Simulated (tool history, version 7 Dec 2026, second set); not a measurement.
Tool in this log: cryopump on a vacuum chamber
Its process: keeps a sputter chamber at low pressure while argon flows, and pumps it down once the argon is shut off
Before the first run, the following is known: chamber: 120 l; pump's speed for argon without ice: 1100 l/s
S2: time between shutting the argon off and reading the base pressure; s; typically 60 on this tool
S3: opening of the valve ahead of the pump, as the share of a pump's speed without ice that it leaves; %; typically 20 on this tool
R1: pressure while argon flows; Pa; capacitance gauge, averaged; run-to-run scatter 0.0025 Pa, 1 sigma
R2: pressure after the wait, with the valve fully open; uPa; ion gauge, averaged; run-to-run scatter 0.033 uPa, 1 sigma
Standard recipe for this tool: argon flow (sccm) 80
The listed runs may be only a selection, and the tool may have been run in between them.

{"run": 1, "hour": 0.0, "argon flow (sccm)": 80, "S2": 60, "S3": 20, "R1": 0.6501, "R2": 3.45}
{"run": 2, "hour": 15.9, "argon flow (sccm)": 80, "S2": 50, "S3": 20, "R1": 0.659, "R2": 3.68}
{"run": 3, "hour": 30.6, "argon flow (sccm)": 80, "S2": 245, "S3": 20, "R1": 0.6545, "R2": 2.28}
{"run": 4, "hour": 41.7, "argon flow (sccm)": 80, "S2": 245, "S3": 20, "R1": 0.6567, "R2": 2.21}
{"run": 5, "hour": 50.8, "argon flow (sccm)": 80, "S2": 245, "S3": 20, "R1": 0.6551, "R2": 2.26}
{"run": 6, "hour": 60.7, "argon flow (sccm)": 80, "S2": 60, "S3": 20, "R1": 0.6605, "R2": 3.49}
{"run": 7, "hour": 70.7, "argon flow (sccm)": 80, "S2": 60, "S3": 20, "R1": 0.6599, "R2": 3.37}
{"run": 8, "hour": 88.9, "argon flow (sccm)": 80, "S2": 60, "S3": 20, "R1": 0.6648, "R2": 3.34}
{"run": 9, "hour": 104.7, "argon flow (sccm)": 80, "S2": 60, "S3": 20, "R1": 0.6665, "R2": 3.55}
{"run": 10, "hour": 121.5, "argon flow (sccm)": 80, "S2": 60, "S3": 20, "R1": 0.6708, "R2": 3.53}
{"run": 11, "hour": 132.0, "argon flow (sccm)": 80, "S2": 60, "S3": 20, "R1": 0.6693, "R2": 3.44}
{"run": 12, "hour": 146.4, "argon flow (sccm)": 80, "S2": 60, "S3": 20, "R1": 0.6636, "R2": 3.54}
{"run": 13, "hour": 161.8, "argon flow (sccm)": 80, "S2": 60, "S3": 20, "R1": 0.6682, "R2": 3.59}
{"run": 14, "hour": 175.1, "argon flow (sccm)": 80, "S2": 60, "S3": 40, "R1": 0.3663, "R2": 3.6}
{"run": 15, "hour": 193.0, "argon flow (sccm)": 80, "S2": 60, "S3": 40, "R1": 0.3704, "R2": 3.73}
{"run": 16, "hour": 202.4, "argon flow (sccm)": 80, "S2": 60, "S3": 40, "R1": 0.3683, "R2": 3.61}
{"run": 17, "hour": 211.2, "argon flow (sccm)": 80, "S2": 60, "S3": 40, "R1": 0.3678, "R2": 3.69}
{"run": 18, "hour": 220.4, "argon flow (sccm)": 80, "S2": 60, "S3": 40, "R1": 0.3692, "R2": 3.75}
{"run": 19, "hour": 230.1, "argon flow (sccm)": 80, "S2": 30, "S3": 18, "R1": 0.7494, "R2": 5.37}
{"run": 20, "hour": 249.9, "argon flow (sccm)": 148, "S2": 60, "S3": 20, "R1": 1.1362, "R2": 2.98}
{"run": 21, "hour": 267.4, "argon flow (sccm)": 148, "S2": 60, "S3": 20, "R1": 1.1466, "R2": 2.94}
{"run": 22, "hour": 282.8, "argon flow (sccm)": 74, "S2": 26, "S3": 17, "R1": 0.6689, "R2": 5.01}
{"run": 23, "hour": 295.1, "argon flow (sccm)": 74, "S2": 26, "S3": 17, "R1": 0.6719, "R2": 4.89}
{"run": 24, "hour": 308.4, "argon flow (sccm)": 74, "S2": 26, "S3": 17, "R1": 0.6714, "R2": 5.06}
{"run": 25, "hour": 325.0, "argon flow (sccm)": 74, "S2": 23, "S3": 17, "R1": 0.6751, "R2": 5.54}
{"run": 26, "hour": 335.7, "argon flow (sccm)": 68, "S2": 115, "S3": 39, "R1": 0.276, "R2": 2.3}
{"run": 27, "hour": 351.0, "argon flow (sccm)": 80, "S2": 60, "S3": 22, "R1": 0.5677, "R2": 3.14}
{"run": 28, "hour": 361.8, "argon flow (sccm)": 80, "S2": 60, "S3": 22, "R1": 0.5693, "R2": 3.03}
{"run": 29, "hour": 378.4, "argon flow (sccm)": 99, "S2": 77, "S3": 23, "R1": 0.6695, "R2": 2.75}
{"run": 30, "hour": 387.3, "argon flow (sccm)": 76, "S2": 75, "S3": 20, "R1": 0.5986, "R2": 2.76}
{"run": 31, "hour": 398.7, "argon flow (sccm)": 34, "S2": 75, "S3": 43, "R1": 0.1276, "R2": 2.82}
{"run": 32, "hour": 406.4, "argon flow (sccm)": 55, "S2": 61, "S3": 24, "R1": 0.3586, "R2": 3.16}
{"run": 33, "hour": 418.7, "argon flow (sccm)": 36, "S2": 183, "S3": 16, "R1": 0.3484, "R2": 2.18}
{"run": 34, "hour": 433.3, "argon flow (sccm)": 126, "S2": 60, "S3": 31, "R1": 0.6458, "R2": 3.16}

Put back what was entered between runs (1 entry, withheld): which listed runs does each sit between, and how does the hidden state differ from the listed run before to the listed run after?
Run 19 -> run 20: pump warmed up, emptied and cooled again (hour 249.9)
  pump's speed, % of a pump's without ice: 66 -> 99.5; cold plate's temperature, K: 12.33 -> 12.34; leak into the chamber, uPa l/s: 1599 -> 1604
  what was measured, less what the result would be without the hidden state, R1: +0.0649 -> +0.0026 Pa; R2: +2.01 -> +1.20 uPa
